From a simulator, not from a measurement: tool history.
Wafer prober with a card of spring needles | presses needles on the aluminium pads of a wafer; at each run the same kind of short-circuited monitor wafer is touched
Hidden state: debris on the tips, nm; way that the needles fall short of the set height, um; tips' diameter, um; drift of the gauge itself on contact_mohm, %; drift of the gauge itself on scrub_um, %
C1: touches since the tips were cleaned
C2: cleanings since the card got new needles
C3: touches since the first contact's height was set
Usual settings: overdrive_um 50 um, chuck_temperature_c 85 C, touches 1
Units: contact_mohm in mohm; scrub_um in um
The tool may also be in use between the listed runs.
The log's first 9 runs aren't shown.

{"hour": 110.5, "done": "height of the first contact set anew"}
{"run": 10, "hour": 117.4, "overdrive_um": 50, "chuck_temperature_c": 85, "touches": 1, "C1": 3763, "C2": 22, "C3": 2332, "contact_mohm": 274, "scrub_um": 10.64}
{"hour": 119.2, "done": "tips cleaned on abrasive film"}
{"hour": 131.1, "done": "tips cleaned on abrasive film"}
{"run": 11, "hour": 135.8, "overdrive_um": 50, "chuck_temperature_c": 85, "touches": 1, "C1": 1601, "C2": 24, "C3": 8491, "contact_mohm": 279, "scrub_um": 10.69}
{"hour": 143.4, "done": "tips cleaned on abrasive film"}
{"run": 12, "hour": 151.6, "overdrive_um": 50, "chuck_temperature_c": 85, "touches": 1, "C1": 2785, "C2": 25, "C3": 13776, "contact_mohm": 275, "scrub_um": 10.78}
{"hour": 156.1, "done": "tips cleaned on abrasive film"}
{"hour": 159.2, "done": "gauge calibrated"}
{"run": 13, "hour": 166.4, "overdrive_um": 50, "chuck_temperature_c": 85, "touches": 1, "C1": 3490, "C2": 26, "C3": 18749, "contact_mohm": 276, "scrub_um": 10.49}
{"hour": 167.6, "done": "tips cleaned on abrasive film"}
{"hour": 180.7, "done": "tips cleaned on abrasive film"}
{"run": 14, "hour": 182.4, "overdrive_um": 50, "chuck_temperature_c": 85, "touches": 1, "C1": 564, "C2": 28, "C3": 24078, "contact_mohm": 277, "scrub_um": 10.52}
{"hour": 192.7, "done": "tips cleaned on abrasive film"}
{"run": 15, "hour": 194.6, "overdrive_um": 50, "chuck_temperature_c": 85, "touches": 1, "C1": 643, "C2": 29, "C3": 28178, "contact_mohm": 280, "scrub_um": 10.45}
{"hour": 204.9, "done": "tips cleaned on abrasive film"}
{"run": 16, "hour": 212.6, "overdrive_um": 50, "chuck_temperature_c": 85, "touches": 1, "C1": 2618, "C2": 30, "C3": 34222, "contact_mohm": 276, "scrub_um": 10.57}
{"hour": 216.5, "done": "tips cleaned on abrasive film"}
{"run": 17, "hour": 221.5, "overdrive_um": 31, "chuck_temperature_c": 74, "touches": 2, "C1": 1686, "C2": 31, "C3": 37171, "contact_mohm": 287, "scrub_um": 6.57}
{"hour": 228.7, "done": "tips cleaned on abrasive film"}
{"run": 18, "hour": 239.0, "overdrive_um": 50, "chuck_temperature_c": 27, "touches": 2, "C1": 3473, "C2": 32, "C3": 43065, "contact_mohm": 256, "scrub_um": 10.62}
{"hour": 240.8, "done": "tips cleaned on abrasive film"}
{"hour": 252.4, "done": "tips cleaned on abrasive film"}
{"run": 19, "hour": 254.9, "overdrive_um": 35, "chuck_temperature_c": 36, "touches": 2, "C1": 834, "C2": 34, "C3": 48346, "contact_mohm": 274, "scrub_um": 7.38}
{"hour": 265.0, "done": "tips cleaned on abrasive film"}
{"run": 20, "hour": 272.6, "overdrive_um": 35, "chuck_temperature_c": 36, "touches": 2, "C1": 2576, "C2": 35, "C3": 54312, "contact_mohm": 273, "scrub_um": 7.49}
{"hour": 276.9, "done": "tips cleaned on abrasive film"}
{"hour": 288.9, "done": "tips cleaned on abrasive film"}
{"run": 21, "hour": 289.7, "overdrive_um": 35, "chuck_temperature_c": 36, "touches": 2, "C1": 272, "C2": 37, "C3": 60001, "contact_mohm": 271, "scrub_um": 7.45}
{"run": 22, "hour": 299.5, "overdrive_um": 50, "chuck_temperature_c": 112, "touches": 1, "C1": 3593, "C2": 37, "C3": 63322, "contact_mohm": 285, "scrub_um": 10.79}
{"hour": 300.5, "done": "tips cleaned on abrasive film"}
{"run": 23, "hour": 308.9, "overdrive_um": 45, "chuck_temperature_c": 64, "touches": 1, "C1": 2819, "C2": 38, "C3": 66455, "contact_mohm": 272, "scrub_um": 9.65}
{"hour": 312.0, "done": "tips cleaned on abrasive film"}
{"hour": 323.9, "done": "tips cleaned on abrasive film"}
{"run": 24, "hour": 324.6, "overdrive_um": 32, "chuck_temperature_c": 68, "touches": 1, "C1": 237, "C2": 40, "C3": 71712, "contact_mohm": 285, "scrub_um": 6.92}
{"hour": 336.2, "done": "tips cleaned on abrasive film"}
{"run": 25, "hour": 338.4, "overdrive_um": 32, "chuck_temperature_c": 68, "touches": 3, "C1": 728, "C2": 41, "C3": 76325, "contact_mohm": 286, "scrub_um": 6.92}
{"hour": 348.9, "done": "tips cleaned on abrasive film"}
{"run": 26, "hour": 351.5, "overdrive_um": 50, "chuck_temperature_c": 26, "touches": 2, "C1": 869, "C2": 42, "C3": 80722, "contact_mohm": 253, "scrub_um": 10.76}
{"hour": 361.4, "done": "tips cleaned on abrasive film"}
{"run": 27, "hour": 368.3, "overdrive_um": 50, "chuck_temperature_c": 74, "touches": 2, "C1": 2348, "C2": 43, "C3": 86364, "contact_mohm": 271, "scrub_um": 10.81}
{"hour": 372.9, "done": "height of the first contact set anew"}
{"hour": 374.2, "done": "tips cleaned on abrasive film"}
{"run": 28, "hour": 379.7, "overdrive_um": 60, "chuck_temperature_c": 50, "touches": 1, "C1": 1883, "C2": 44, "C3": 2284, "contact_mohm": 259, "scrub_um": 13}
{"hour": 386.5, "done": "tips cleaned on abrasive film"}
{"run": 29, "hour": 393.7, "overdrive_um": 31, "chuck_temperature_c": 26, "touches": 1, "C1": 2448, "C2": 45, "C3": 6969, "contact_mohm": 275, "scrub_um": 6.69}
{"hour": 398.5, "done": "tips cleaned on abrasive film"}
{"run": 30, "hour": 406.4, "overdrive_um": 31, "chuck_temperature_c": 26, "touches": 1, "C1": 2694, "C2": 46, "C3": 11234, "contact_mohm": 273, "scrub_um": 6.75}
{"hour": 410.3, "done": "tips cleaned on abrasive film"}
{"run": 31, "hour": 414.7, "overdrive_um": 31, "chuck_temperature_c": 26, "touches": 1, "C1": 1488, "C2": 47, "C3": 13994, "contact_mohm": 271, "scrub_um": 6.7}
{"hour": 422.2, "done": "tips cleaned on abrasive film"}
{"run": 32, "hour": 432.1, "overdrive_um": 31, "chuck_temperature_c": 26, "touches": 1, "C1": 3344, "C2": 48, "C3": 19830, "contact_mohm": 278, "scrub_um": 6.73}

Forecast each of these 3 alternatives for the next run:
{"hour": 434.0, "done": "tips cleaned on abrasive film"}
{"run": "A", "hour": 441.4, "overdrive_um": 36, "chuck_temperature_c": 47, "touches": 1, "C1": 2496, "C2": 49, "C3": 22931, "contact_mohm": "?", "scrub_um": "?"}
{"hour": 434.0, "done": "tips cleaned on abrasive film"}
{"run": "B", "hour": 441.4, "overdrive_um": 40, "chuck_temperature_c": 28, "touches": 1, "C1": 2496, "C2": 49, "C3": 22931, "contact_mohm": "?", "scrub_um": "?"}
{"hour": 434.0, "done": "tips cleaned on abrasive film"}
{"run": "C", "hour": 441.4, "overdrive_um": 46, "chuck_temperature_c": 30, "touches": 2, "C1": 2496, "C2": 49, "C3": 22931, "contact_mohm": "?", "scrub_um": "?"}

run=A contact_mohm=272 scrub_um=7.9
run=B contact_mohm=268 scrub_um=8.72
run=C contact_mohm=261 scrub_um=9.98
Without the tool's hidden state the same runs would have given:
run=A contact_mohm=272 scrub_um=7.55
run=B contact_mohm=268 scrub_um=8.32
run=C contact_mohm=261 scrub_um=9.53

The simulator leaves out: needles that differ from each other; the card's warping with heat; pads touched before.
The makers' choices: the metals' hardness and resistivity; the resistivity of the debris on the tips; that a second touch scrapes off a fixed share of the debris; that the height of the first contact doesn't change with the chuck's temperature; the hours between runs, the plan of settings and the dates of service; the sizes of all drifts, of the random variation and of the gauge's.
